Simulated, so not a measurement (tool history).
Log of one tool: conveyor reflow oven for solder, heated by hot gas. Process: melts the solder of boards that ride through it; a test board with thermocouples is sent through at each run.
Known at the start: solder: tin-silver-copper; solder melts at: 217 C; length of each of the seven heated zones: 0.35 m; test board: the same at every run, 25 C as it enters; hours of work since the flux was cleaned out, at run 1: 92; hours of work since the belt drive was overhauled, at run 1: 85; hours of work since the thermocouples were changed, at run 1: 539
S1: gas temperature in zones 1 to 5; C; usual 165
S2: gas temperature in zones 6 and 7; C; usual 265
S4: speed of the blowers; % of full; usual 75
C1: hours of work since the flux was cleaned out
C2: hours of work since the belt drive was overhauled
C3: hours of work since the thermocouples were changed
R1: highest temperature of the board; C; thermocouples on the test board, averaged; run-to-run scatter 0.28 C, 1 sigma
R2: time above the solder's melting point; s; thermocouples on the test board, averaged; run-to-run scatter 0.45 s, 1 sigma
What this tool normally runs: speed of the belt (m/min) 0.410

{"run": 1, "day": 0.0, "S1": 165, "S2": 265, "speed of the belt (m/min)": 0.41, "S4": 75, "C1": 92, "C2": 85, "C3": 539, "R1": 255.1, "R2": 76.9}
{"run": 2, "day": 0.433, "S1": 165, "S2": 265, "speed of the belt (m/min)": 0.41, "S4": 75, "C1": 97, "C2": 90, "C3": 544, "R1": 254.7, "R2": 78.6}
{"run": 3, "day": 0.838, "S1": 165, "S2": 265, "speed of the belt (m/min)": 0.41, "S4": 75, "C1": 102, "C2": 94, "C3": 548, "R1": 254.6, "R2": 77.0}
{"run": 4, "day": 1.317, "S1": 165, "S2": 265, "speed of the belt (m/min)": 0.41, "S4": 75, "C1": 107, "C2": 100, "C3": 554, "R1": 254.6, "R2": 77.9}
{"run": 5, "day": 1.608, "S1": 165, "S2": 265, "speed of the belt (m/min)": 0.41, "S4": 75, "C1": 111, "C2": 103, "C3": 557, "R1": 255.1, "R2": 77.4}
{"run": 6, "day": 1.875, "S1": 165, "S2": 268, "speed of the belt (m/min)": 0.41, "S4": 75, "C1": 114, "C2": 106, "C3": 560, "R1": 257.3, "R2": 79.6}
{"run": 7, "day": 2.254, "S1": 165, "S2": 268, "speed of the belt (m/min)": 0.41, "S4": 75, "C1": 118, "C2": 111, "C3": 564, "R1": 257.6, "R2": 79.8}
{"run": 8, "day": 2.612, "S1": 165, "S2": 260, "speed of the belt (m/min)": 0.41, "S4": 75, "C1": 122, "C2": 115, "C3": 568, "R1": 250.6, "R2": 73.2}
{"run": 9, "day": 3.096, "S1": 165, "S2": 260, "speed of the belt (m/min)": 0.41, "S4": 75, "C1": 127, "C2": 120, "C3": 574, "R1": 249.7, "R2": 73.7}
{"run": 10, "day": 3.525, "S1": 165, "S2": 277, "speed of the belt (m/min)": 0.41, "S4": 75, "C1": 132, "C2": 125, "C3": 579, "R1": 266.0, "R2": 85.3}
{"run": 11, "day": 3.988, "S1": 165, "S2": 277, "speed of the belt (m/min)": 0.41, "S4": 75, "C1": 137, "C2": 130, "C3": 584, "R1": 266.0, "R2": 85.8}
{"run": 12, "day": 4.562, "S1": 165, "S2": 265, "speed of the belt (m/min)": 0.41, "S4": 75, "C1": 144, "C2": 137, "C3": 590, "R1": 255.2, "R2": 77.0}
{"run": 13, "day": 4.896, "S1": 165, "S2": 265, "speed of the belt (m/min)": 0.41, "S4": 75, "C1": 148, "C2": 140, "C3": 594, "R1": 255.5, "R2": 78.0}
{"run": 14, "day": 5.412, "S1": 165, "S2": 265, "speed of the belt (m/min)": 0.41, "S4": 75, "C1": 154, "C2": 146, "C3": 600, "R1": 255.2, "R2": 78.0}
{"run": 15, "day": 5.996, "S1": 165, "S2": 265, "speed of the belt (m/min)": 0.41, "S4": 75, "C1": 160, "C2": 153, "C3": 607, "R1": 255.1, "R2": 77.0}
{"run": 16, "day": 6.371, "S1": 165, "S2": 265, "speed of the belt (m/min)": 0.41, "S4": 75, "C1": 165, "C2": 157, "C3": 611, "R1": 254.9, "R2": 76.7}
{"run": 17, "day": 6.642, "S1": 167, "S2": 258, "speed of the belt (m/min)": 0.41, "S4": 57, "C1": 168, "C2": 160, "C3": 614, "R1": 244.9, "R2": 66.5}
{"run": 18, "day": 7.112, "S1": 167, "S2": 258, "speed of the belt (m/min)": 0.41, "S4": 57, "C1": 173, "C2": 166, "C3": 619, "R1": 244.8, "R2": 67.5}
{"run": 19, "day": 7.662, "S1": 165, "S2": 265, "speed of the belt (m/min)": 0.367, "S4": 57, "C1": 179, "C2": 172, "C3": 626, "R1": 254.0, "R2": 85.5}
{"run": 20, "day": 8.242, "S1": 165, "S2": 274, "speed of the belt (m/min)": 0.41, "S4": 52, "C1": 186, "C2": 178, "C3": 632, "R1": 257.2, "R2": 77.9}
{"day": 8.492, "done": "flux residue cleaned out of gas plates and filters"}
{"run": 21, "day": 8.775, "S1": 155, "S2": 265, "speed of the belt (m/min)": 0.333, "S4": 75, "C1": 3, "C2": 182, "C3": 636, "R1": 259.0, "R2": 98.0}
{"run": 22, "day": 9.367, "S1": 155, "S2": 265, "speed of the belt (m/min)": 0.333, "S4": 75, "C1": 10, "C2": 189, "C3": 643, "R1": 259.1, "R2": 97.1}
{"run": 23, "day": 9.633, "S1": 160, "S2": 265, "speed of the belt (m/min)": 0.333, "S4": 75, "C1": 13, "C2": 192, "C3": 646, "R1": 259.0, "R2": 99.5}
{"run": 24, "day": 10.167, "S1": 160, "S2": 265, "speed of the belt (m/min)": 0.333, "S4": 75, "C1": 19, "C2": 198, "C3": 652, "R1": 259.4, "R2": 100.0}
{"run": 25, "day": 10.592, "S1": 160, "S2": 265, "speed of the belt (m/min)": 0.333, "S4": 75, "C1": 24, "C2": 203, "C3": 657, "R1": 259.6, "R2": 99.7}
{"day": 11.083, "done": "flux residue cleaned out of gas plates and filters, once more"}
{"run": 26, "day": 11.179, "S1": 160, "S2": 265, "speed of the belt (m/min)": 0.333, "S4": 75, "C1": 1, "C2": 207, "C3": 661, "R1": 260.3, "R2": 100.7}
{"run": 27, "day": 11.742, "S1": 160, "S2": 265, "speed of the belt (m/min)": 0.333, "S4": 75, "C1": 7, "C2": 213, "C3": 667, "R1": 259.9, "R2": 100.5}
{"run": 28, "day": 12.038, "S1": 160, "S2": 265, "speed of the belt (m/min)": 0.333, "S4": 75, "C1": 11, "C2": 217, "C3": 671, "R1": 259.7, "R2": 101.7}
{"run": 29, "day": 12.517, "S1": 160, "S2": 265, "speed of the belt (m/min)": 0.333, "S4": 75, "C1": 16, "C2": 222, "C3": 676, "R1": 260.3, "R2": 100.6}
{"run": 30, "day": 13.017, "S1": 165, "S2": 265, "speed of the belt (m/min)": 0.455, "S4": 72, "C1": 22, "C2": 228, "C3": 682, "R1": 252.3, "R2": 67.4}

Hidden state at the last listed run before each entry between runs and at the first one after, where it differs:
Logged between run 20 and run 21: flux residue cleaned out of gas plates and filters (day 8.492)
  heat that the gas passes to the board, % of a clean oven's: 96.4 -> 95.7; belt's true speed, % of the reading: 99.64 -> 99.63; true gas temperature in zones 6 and 7 over the reading, C: 1.53 -> 1.54
  difference, measured minus the result without the unlogged condition, R1: +0.9 -> +0.9 C; R2: +0.9 -> +0.7 s
Logged between run 25 and run 26: flux residue cleaned out of gas plates and filters, once more (day 11.083)
  heat that the gas passes to the board, % of a clean oven's: 95.4 -> 99.7; belt's true speed, % of the reading: 99.6 -> 99.59; true gas temperature in zones 6 and 7 over the reading, C: 1.6 -> 1.61
  difference, measured minus the result without the unlogged condition, R1: +0.9 -> +1.6 C; R2: +0.7 -> +1.7 s
